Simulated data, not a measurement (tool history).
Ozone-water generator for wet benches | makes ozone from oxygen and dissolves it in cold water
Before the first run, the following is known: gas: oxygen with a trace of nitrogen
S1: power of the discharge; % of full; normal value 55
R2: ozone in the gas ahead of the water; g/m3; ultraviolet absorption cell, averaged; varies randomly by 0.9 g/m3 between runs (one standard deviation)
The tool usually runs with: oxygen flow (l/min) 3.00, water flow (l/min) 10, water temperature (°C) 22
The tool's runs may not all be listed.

Run 1, hour 0.0: usual settings. Result: dissolved ozone (ppm) 18.2, R2 149.5 g/m3.
Run 2, hour 67.4: usual settings. Result: dissolved ozone (ppm) 18.2, R2 148.3 g/m3.
Run 3, hour 135.5: usual settings. Result: dissolved ozone (ppm) 18.2, R2 150.3 g/m3.
Run 4, hour 222.5: usual settings. Result: dissolved ozone (ppm) 18.4, R2 148.2 g/m3.
Run 5, hour 297.5: usual settings. Result: dissolved ozone (ppm) 18.2, R2 149.5 g/m3.
Run 6, hour 397.6: usual settings. Result: dissolved ozone (ppm) 18.4, R2 149.1 g/m3.
Run 7, hour 454.3: usual settings. Result: dissolved ozone (ppm) 18.1, R2 149.1 g/m3.
Run 8, hour 567.3: usual settings but oxygen flow (l/min) 2.69. Result: dissolved ozone (ppm) 18.4, R2 156.9 g/m3.
Run 9, hour 676.7: usual settings but oxygen flow (l/min) 2.69. Result: dissolved ozone (ppm) 18.0, R2 155.9 g/m3.
Run 10, hour 755.2: usual settings but S1 58 % of full, oxygen flow (l/min) 4.10, water temperature (°C) 23. Result: dissolved ozone (ppm) 18.1, R2 131.2 g/m3.
Run 11, hour 864.9: usual settings but oxygen flow (l/min) 4.98, water flow (l/min) 8. Result: dissolved ozone (ppm) 19.1, R2 115.2 g/m3.
Run 12, hour 967.1: usual settings but S1 43 % of full, oxygen flow (l/min) 3.06, water flow (l/min) 6, water temperature (°C) 17. Result: dissolved ozone (ppm) 22.7, R2 125.1 g/m3.
Run 13, hour 1062.1: usual settings but S1 81 % of full, oxygen flow (l/min) 2.67, water flow (l/min) 11. Result: dissolved ozone (ppm) 21.7, R2 198.8 g/m3.
Run 14, hour 1115.3: usual settings but S1 81 % of full, oxygen flow (l/min) 3.38, water flow (l/min) 9. Result: dissolved ozone (ppm) 24.4, R2 177.0 g/m3.
Run 15, hour 1215.6: usual settings but S1 81 % of full, oxygen flow (l/min) 3.38, water flow (l/min) 9. Result: dissolved ozone (ppm) 24.5, R2 179.7 g/m3.
Run 16, hour 1324.7: usual settings but S1 81 % of full, oxygen flow (l/min) 3.38, water flow (l/min) 9. Result: dissolved ozone (ppm) 24.4, R2 178.2 g/m3.

Forecast run 17:
Run 17, hour 1442.0: usual settings but S1 45 % of full, oxygen flow (l/min) 2.17, water temperature (°C) 19. Result: dissolved ozone (ppm) ?, R2 ?.

{"run 17": {"dissolved ozone (ppm)": 16.7, "R2": 154.1}}
Were there no unlogged condition in the tool, this run, its random variation unchanged, would have produced dissolved ozone (ppm) 16.7, R2 154.2 g/m3.

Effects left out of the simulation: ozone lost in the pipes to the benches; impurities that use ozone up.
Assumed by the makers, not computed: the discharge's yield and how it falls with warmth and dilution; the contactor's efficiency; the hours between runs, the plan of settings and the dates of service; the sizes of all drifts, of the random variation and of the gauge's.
